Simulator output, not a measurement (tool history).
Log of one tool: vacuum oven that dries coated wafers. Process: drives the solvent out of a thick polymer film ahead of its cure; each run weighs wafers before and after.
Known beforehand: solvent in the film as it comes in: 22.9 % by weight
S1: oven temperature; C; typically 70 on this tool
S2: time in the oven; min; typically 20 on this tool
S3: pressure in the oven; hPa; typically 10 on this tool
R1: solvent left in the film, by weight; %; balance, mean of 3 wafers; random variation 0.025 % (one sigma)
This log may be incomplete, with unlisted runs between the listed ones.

| run | hour | S1 | S2 | S3 | R1 |
|---|---|---|---|---|---|
| 1 | 0 | 70 | 20 | 10 | 2.29 |
| 2 | 14.8 | 70 | 20 | 10 | 2.28 |
| 3 | 24.3 | 70 | 25 | 10 | 1.52 |
| 4 | 39.6 | 70 | 25 | 10 | 1.51 |
| 5 | 55.2 | 70 | 20 | 10 | 2.26 |
| 6 | 71 | 70 | 20 | 10 | 2.27 |
| 7 | 85.8 | 70 | 20 | 10 | 2.27 |
| 8 | 95.7 | 70 | 20 | 10 | 2.22 |
| 9 | 104.7 | 70 | 20 | 10 | 2.28 |
| 10 | 116.6 | 70 | 20 | 10 | 2.25 |
| 11 | 126.4 | 74 | 20 | 10 | 1.55 |
|  | 129.5 | oven's thermocouples calibrated |
| 12 | 144.9 | 70 | 30 | 10.2 | 1.02 |
| 13 | 161.3 | 64 | 14 | 5.5 | 5.14 |
| 14 | 171.7 | 83 | 24 | 31 | 1.26 |
| 15 | 179.5 | 61 | 20 | 10 | 4.2 |
|  | 183.4 | oven's thermocouples calibrated, once more |
| 16 | 191.5 | 65 | 24 | 10 | 3.15 |
| 17 | 202.8 | 65 | 24 | 10 | 3.21 |
| 18 | 213.8 | 58 | 12 | 27.9 | 11.03 |
| 19 | 222.7 | 62 | 12 | 7 | 8.09 |
| 20 | 232.2 | 70 | 15 | 21.2 | 4.98 |
| 21 | 247.7 | 75 | 20 | 10 | 1.87 |
| 22 | 260.4 | 70 | 11 | 10 | 6.23 |

Below, some changes in R1 between adjacent runs. For each, the amount present without the hidden state too (settings, incoming material, random variation) and the amount remaining for the hidden state with gauge scatter not shared by both compared results:
Unlogged tool condition in this case: true wafer temperature over the reading, C; true pressure over the reading, kPa; drift of the gauge itself on solvent_pct, %.
Run 13 -> 14: S1 64 -> 83, S2 14 -> 24, S3 5.5 -> 31. R1 -3.88 %: hidden state +0.68, all else -4.56.
Run 15 -> 16: S1 61 -> 65, S2 20 -> 24, oven's thermocouples calibrated, once more. R1 -1.05 %: hidden state +1.06, all else -2.11.
Run 17 -> 18: S1 65 -> 58, S2 24 -> 12, S3 10 -> 27.9. R1 +7.82 %: hidden state +0.08, all else +7.74.
Run 21 -> 22: S1 75 -> 70, S2 20 -> 11. R1 +4.36 %: hidden state +0.09, all else +4.27.
